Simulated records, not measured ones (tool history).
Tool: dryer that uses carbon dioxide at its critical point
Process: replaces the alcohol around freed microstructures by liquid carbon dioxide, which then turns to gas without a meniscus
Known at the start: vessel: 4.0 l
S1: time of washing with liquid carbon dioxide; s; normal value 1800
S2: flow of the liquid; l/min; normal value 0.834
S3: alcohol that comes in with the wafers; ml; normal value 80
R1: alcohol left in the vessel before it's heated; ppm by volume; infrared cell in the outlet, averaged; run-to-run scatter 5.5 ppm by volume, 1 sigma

Run 1, hour 0.0: usual settings. Result: R1 209 ppm by volume.
Run 2, hour 9.1: usual settings. Result: R1 215 ppm by volume.
Run 3, hour 13.8: usual settings but S3 91 ml. Result: R1 231 ppm by volume.
Run 4, hour 19.7: usual settings but S3 91 ml. Result: R1 240 ppm by volume.
Run 5, hour 25.6: usual settings but S3 91 ml. Result: R1 234 ppm by volume.
Run 6, hour 31.2: usual settings but S3 91 ml. Result: R1 244 ppm by volume.
Run 7, hour 39.0: usual settings but S3 91 ml. Result: R1 250 ppm by volume.
Run 8, hour 43.5: usual settings but S2 1.215 l/min. Result: R1 78 ppm by volume.
Run 9, hour 50.7: usual settings but S2 1.215 l/min. Result: R1 96 ppm by volume.
Run 10, hour 59.7: usual settings but S1 1740 s, S2 1.193 l/min, S3 88 ml. Result: R1 88 ppm by volume.
Run 11, hour 65.5: usual settings but S1 1380 s, S2 0.954 l/min, S3 100 ml. Result: R1 427 ppm by volume.
Run 12, hour 69.8: usual settings but S1 1380 s, S2 0.649 l/min, S3 83 ml. Result: R1 1303 ppm by volume.

Forecast each of these 3 alternatives for the next run:
Run A, hour 80.0: usual settings but S1 1260 s, S3 42 ml. Result: R1 ?.
Run B, hour 80.0: usual settings but S1 2220 s, S2 1.409 l/min, S3 99 ml. Result: R1 ?.
Run C, hour 80.0: usual settings but S3 116 ml. Result: R1 ?.

run   R1
  A  423
  B   72
  C  313
Without the tool's hidden state the same runs would have given:
run   R1
  A  314
  B    3
  C  204
